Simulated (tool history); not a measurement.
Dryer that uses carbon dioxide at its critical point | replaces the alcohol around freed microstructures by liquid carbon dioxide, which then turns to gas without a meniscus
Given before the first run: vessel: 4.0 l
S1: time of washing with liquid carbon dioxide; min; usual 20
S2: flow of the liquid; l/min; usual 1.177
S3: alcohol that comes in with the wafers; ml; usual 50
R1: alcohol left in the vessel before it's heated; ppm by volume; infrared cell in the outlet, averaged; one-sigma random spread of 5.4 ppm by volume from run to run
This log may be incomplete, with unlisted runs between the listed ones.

Run 1, day 0.000: usual settings. Result: R1 218 ppm by volume.
Run 2, day 0.246: usual settings. Result: R1 215 ppm by volume.
Run 3, day 0.629: usual settings. Result: R1 219 ppm by volume.
Run 4, day 1.017: usual settings. Result: R1 231 ppm by volume.
Run 5, day 1.442: usual settings. Result: R1 221 ppm by volume.
Run 6, day 1.996: usual settings. Result: R1 217 ppm by volume.
Run 7, day 2.358: usual settings. Result: R1 226 ppm by volume.
Run 8, day 2.754: usual settings. Result: R1 228 ppm by volume.
Run 9, day 3.304: usual settings but S1 13 min. Result: R1 787 ppm by volume.
Run 10, day 3.550: usual settings but S3 65 ml. Result: R1 273 ppm by volume.
Run 11, day 4.112: usual settings but S1 22 min. Result: R1 190 ppm by volume.
Run 12, day 4.542: usual settings but S1 22 min. Result: R1 185 ppm by volume.
Run 13, day 4.912: usual settings. Result: R1 241 ppm by volume.
Run 14, day 5.383: usual settings. Result: R1 246 ppm by volume.
Run 15, day 5.642: usual settings. Result: R1 237 ppm by volume.
Run 16, day 6.162: usual settings. Result: R1 238 ppm by volume.
Run 17, day 6.708: usual settings. Result: R1 257 ppm by volume.
Run 18, day 6.996: usual settings. Result: R1 246 ppm by volume.
Run 19, day 7.392: usual settings. Result: R1 249 ppm by volume.
Run 20, day 7.796: usual settings. Result: R1 261 ppm by volume.
Run 21, day 8.062: usual settings. Result: R1 252 ppm by volume.
Run 22, day 8.371: usual settings. Result: R1 256 ppm by volume.
Run 23, day 8.700: usual settings. Result: R1 249 ppm by volume.
Run 24, day 9.025: usual settings but S2 1.350 l/min, S3 26 ml. Result: R1 147 ppm by volume.
Run 25, day 9.288: usual settings but S2 0.770 l/min. Result: R1 780 ppm by volume.
Run 26, day 9.579: usual settings but S2 0.710 l/min, S3 25 ml. Result: R1 531 ppm by volume.
Run 27, day 10.046: usual settings but S2 0.710 l/min, S3 25 ml. Result: R1 541 ppm by volume.
Run 28, day 10.562: usual settings but S1 28 min, S2 1.330 l/min, S3 25 ml. Result: R1 100 ppm by volume.
Run 29, day 11.096: usual settings but S1 18 min, S2 1.400 l/min, S3 95 ml. Result: R1 325 ppm by volume.
Run 30, day 11.558: usual settings but S1 28 min, S3 57 ml. Result: R1 144 ppm by volume.
Run 31, day 11.875: usual settings but S1 17 min, S2 1.740 l/min, S3 36 ml. Result: R1 145 ppm by volume.
Run 32, day 12.325: usual settings but S1 12 min, S3 36 ml. Result: R1 752 ppm by volume.
Run 33, day 12.562: usual settings but S1 22 min, S3 77 ml. Result: R1 269 ppm by volume.
Run 34, day 13.025: usual settings but S1 17 min, S2 1.860 l/min, S3 58 ml. Result: R1 153 ppm by volume.
Run 35, day 13.321: usual settings but S1 23 min, S2 1.510 l/min, S3 110 ml. Result: R1 156 ppm by volume.
Run 36, day 13.612: usual settings but S1 25 min, S2 1.580 l/min, S3 28 ml. Result: R1 112 ppm by volume.
Run 37, day 13.988: usual settings but S1 18 min, S3 30 ml. Result: R1 272 ppm by volume.
Run 38, day 14.362: usual settings but S1 18 min, S3 30 ml. Result: R1 273 ppm by volume.
Run 39, day 14.817: usual settings but S1 18 min, S3 30 ml. Result: R1 266 ppm by volume.
Run 40, day 15.200: usual settings but S1 23 min, S2 1.120 l/min, S3 33 ml. Result: R1 201 ppm by volume.
Run 41, day 15.525: usual settings but S1 15 min, S2 1.120 l/min, S3 30 ml. Result: R1 464 ppm by volume.
Run 42, day 15.867: usual settings but S1 15 min, S2 1.120 l/min, S3 30 ml. Result: R1 453 ppm by volume.
Run 43, day 16.283: usual settings but S1 30 min, S2 1.100 l/min, S3 46 ml. Result: R1 156 ppm by volume.
Run 44, day 16.821: usual settings but S1 30 min, S2 1.100 l/min, S3 46 ml. Result: R1 150 ppm by volume.
Run 45, day 17.288: usual settings but S2 1.260 l/min. Result: R1 255 ppm by volume.
Run 46, day 17.596: usual settings but S2 1.300 l/min. Result: R1 233 ppm by volume.

4 ways to go on from here, each from the tool as it stands after run 46. What would each give?
Run A, day 18.162: usual settings but S2 1.490 l/min. Result: R1 ?.
Run B, day 18.162: usual settings but S1 27 min, S2 1.090 l/min, S3 61 ml. Result: R1 ?.
Run C, day 18.162: usual settings but S1 18 min, S3 40 ml. Result: R1 ?.
Run D, day 18.162: usual settings but S2 1.760 l/min, S3 35 ml. Result: R1 ?.

run   R1
  A  178
  B  195
  C  327
  D  144
With no hidden state in the tool, these same runs would have given:
run   R1
  A   42
  B   57
  C  173
  D   19
